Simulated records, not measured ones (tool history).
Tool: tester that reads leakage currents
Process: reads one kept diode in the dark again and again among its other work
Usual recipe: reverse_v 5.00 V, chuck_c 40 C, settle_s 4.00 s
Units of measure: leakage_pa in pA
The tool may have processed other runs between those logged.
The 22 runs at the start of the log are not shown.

run,hour,reverse_v,chuck_c,settle_s,leakage_pa
23,565.3,5.00,29,9.93,125.81
24,594.9,15.02,21,0.51,110.41
25,610.8,3.54,28,6.19,101.00
26,636.6,2.80,28,2.23,90.96
27,672.3,2.80,28,2.23,91.49
28,702.5,6.02,28,0.32,128.61
29,726.3,6.02,28,0.32,128.91
30,748.5,1.25,47,2.75,267.35
31,773.7,1.25,47,2.75,266.62
32,799.0,1.46,21,1.38,40.10
33,820.0,18.18,27,4.00,193.94
34,851.9,18.18,27,4.00,194.38
35,868.7,3.69,39,0.31,240.68

Forecast each of these 5 alternatives for the next run:
A,889.9,5.00,38,4.00,?
B,889.9,4.94,36,0.31,?
C,889.9,2.15,39,0.31,?
D,889.9,5.00,51,4.00,?
E,889.9,5.00,40,0.78,?

run,leakage_pa
A,253.81
B,218.95
C,191.75
D,638.12
E,294.43
Without the tool's hidden state the same runs would have given:
run,leakage_pa
A,242.30
B,208.74
C,183.64
D,613.41
E,281.48
